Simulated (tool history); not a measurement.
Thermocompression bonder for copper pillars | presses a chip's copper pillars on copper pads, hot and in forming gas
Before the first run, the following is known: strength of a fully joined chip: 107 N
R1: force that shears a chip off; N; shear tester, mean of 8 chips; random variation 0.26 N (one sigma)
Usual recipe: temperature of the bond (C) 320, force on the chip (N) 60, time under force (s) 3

run 1 hour=0 | temperature_of_the_bond_(C)=320 force_on_the_chip_(N)=60 time_under_force_(s)=3 | R1=51.3
-- hour=22.1 forming gas filter changed
run 2 hour=94.4 | temperature_of_the_bond_(C)=320 force_on_the_chip_(N)=37 time_under_force_(s)=3 | R1=37.2
run 3 hour=177.7 | temperature_of_the_bond_(C)=320 force_on_the_chip_(N)=37 time_under_force_(s)=3 | R1=38.1
run 4 hour=238.5 | temperature_of_the_bond_(C)=320 force_on_the_chip_(N)=37 time_under_force_(s)=3 | R1=37.3
run 5 hour=286.1 | temperature_of_the_bond_(C)=320 force_on_the_chip_(N)=37 time_under_force_(s)=3 | R1=37.8
run 6 hour=364.8 | temperature_of_the_bond_(C)=320 force_on_the_chip_(N)=60 time_under_force_(s)=3 | R1=51.1
-- hour=422 forming gas filter changed
run 7 hour=461.6 | temperature_of_the_bond_(C)=320 force_on_the_chip_(N)=60 time_under_force_(s)=3 | R1=51.6
run 8 hour=504.9 | temperature_of_the_bond_(C)=320 force_on_the_chip_(N)=60 time_under_force_(s)=8 | R1=69.9
run 9 hour=562.2 | temperature_of_the_bond_(C)=328 force_on_the_chip_(N)=60 time_under_force_(s)=3 | R1=54.5
run 10 hour=637.6 | temperature_of_the_bond_(C)=298 force_on_the_chip_(N)=82 time_under_force_(s)=2 | R1=44.7
run 11 hour=682 | temperature_of_the_bond_(C)=320 force_on_the_chip_(N)=65 time_under_force_(s)=3 | R1=53.8
run 12 hour=772.3 | temperature_of_the_bond_(C)=304 force_on_the_chip_(N)=85 time_under_force_(s)=6 | R1=69.3
run 13 hour=813.5 | temperature_of_the_bond_(C)=295 force_on_the_chip_(N)=49 time_under_force_(s)=4 | R1=40.3
-- hour=825.6 forming gas filter changed
run 14 hour=910.7 | temperature_of_the_bond_(C)=295 force_on_the_chip_(N)=49 time_under_force_(s)=4 | R1=40.7
run 15 hour=1003.3 | temperature_of_the_bond_(C)=295 force_on_the_chip_(N)=49 time_under_force_(s)=4 | R1=40
run 16 hour=1057.9 | temperature_of_the_bond_(C)=315 force_on_the_chip_(N)=60 time_under_force_(s)=2 | R1=42
-- hour=1111.6 force cell calibrated
run 17 hour=1120 | temperature_of_the_bond_(C)=315 force_on_the_chip_(N)=60 time_under_force_(s)=2 | R1=42.4

5 options for the next run, each taken on its own from the tool as it stands now. Forecast them:
run A hour=1208.1 | temperature_of_the_bond_(C)=341 force_on_the_chip_(N)=59 time_under_force_(s)=5 | R1=?
run B hour=1208.1 | temperature_of_the_bond_(C)=320 force_on_the_chip_(N)=82 time_under_force_(s)=3 | R1=?
run C hour=1208.1 | temperature_of_the_bond_(C)=320 force_on_the_chip_(N)=85 time_under_force_(s)=5 | R1=?
run D hour=1208.1 | temperature_of_the_bond_(C)=303 force_on_the_chip_(N)=60 time_under_force_(s)=3 | R1=?
run E hour=1208.1 | temperature_of_the_bond_(C)=347 force_on_the_chip_(N)=60 time_under_force_(s)=2 | R1=?

run=A R1=69.1
run=B R1=61.2
run=C R1=72.2
run=D R1=44.5
run=E R1=54.6
Stripped of hidden state, with their random variation kept, the same runs would have yielded:
run=A R1=69.1
run=B R1=61.2
run=C R1=72.2
run=D R1=44.5
run=E R1=54.7
